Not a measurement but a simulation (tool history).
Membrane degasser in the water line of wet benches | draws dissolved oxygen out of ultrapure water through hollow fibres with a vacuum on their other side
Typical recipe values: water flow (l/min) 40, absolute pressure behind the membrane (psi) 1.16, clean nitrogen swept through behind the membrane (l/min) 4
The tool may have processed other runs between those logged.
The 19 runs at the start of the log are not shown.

run    hour  water flow (l/min)  absolute pressure behind the membrane (psi)  clean nitrogen swept through behind the membrane (l/min)  hours since the membrane was changed  hours since the vacuum gauge was calibrated  hours since the vacuum lines were made tight  dissolved oxygen in the water behind the degasser (ppb)  pressure that the water loses in the fibres (psi)
 20  1141.8                  62                                        1.104                                                      3.31                                  2340                                         3917                                           216                                                    195.9                                              7.915
 21  1194.6                  62                                        1.104                                                      3.31                                  2393                                         3970                                           269                                                    195.8                                              7.913
 22  1257.3                  42                                         1.16                                                         4                                  2456                                         4032                                           331                                                      120                                              5.348
 23    1348                  63                                         1.16                                                      3.88                                  2547                                         4123                                           422                                                    189.3                                              8.045
 24    1395                  24                                         2.69                                                      3.97                                  2594                                         4170                                           469                                                    218.7                                              3.017
 25  1441.4                  24                                         2.69                                                      3.97                                  2640                                         4217                                           516                                                      217                                              3.066
 26  1521.7                  24                                         2.69                                                      3.97                                  2720                                         4297                                           596                                                      220                                              3.059
 27  1598.9                  58                                        2.228                                                      4.24                                  2798                                         4374                                           673                                                    376.7                                              7.372
 28  1670.6                  58                                        2.228                                                      1.77                                  2869                                         4446                                           745                                                    771.9                                              7.384
 29  1711.6                  32                                        2.228                                                      1.77                                  2910                                         4487                                           786                                                    471.8                                              4.105

Estimate the outcome of run 30 from the log above:
 30  1765.2                  30                                         1.14                                                     11.91                                  2964                                         4540                                           839                                                        ?                                                  ?

dissolved oxygen in the water behind the degasser (ppb): 29.3
pressure that the water loses in the fibres (psi): 3.816
Had the tool carried no hidden state, the very same run would have given dissolved oxygen in the water behind the degasser (ppb) 29.3, pressure that the water loses in the fibres (psi) 3.816.

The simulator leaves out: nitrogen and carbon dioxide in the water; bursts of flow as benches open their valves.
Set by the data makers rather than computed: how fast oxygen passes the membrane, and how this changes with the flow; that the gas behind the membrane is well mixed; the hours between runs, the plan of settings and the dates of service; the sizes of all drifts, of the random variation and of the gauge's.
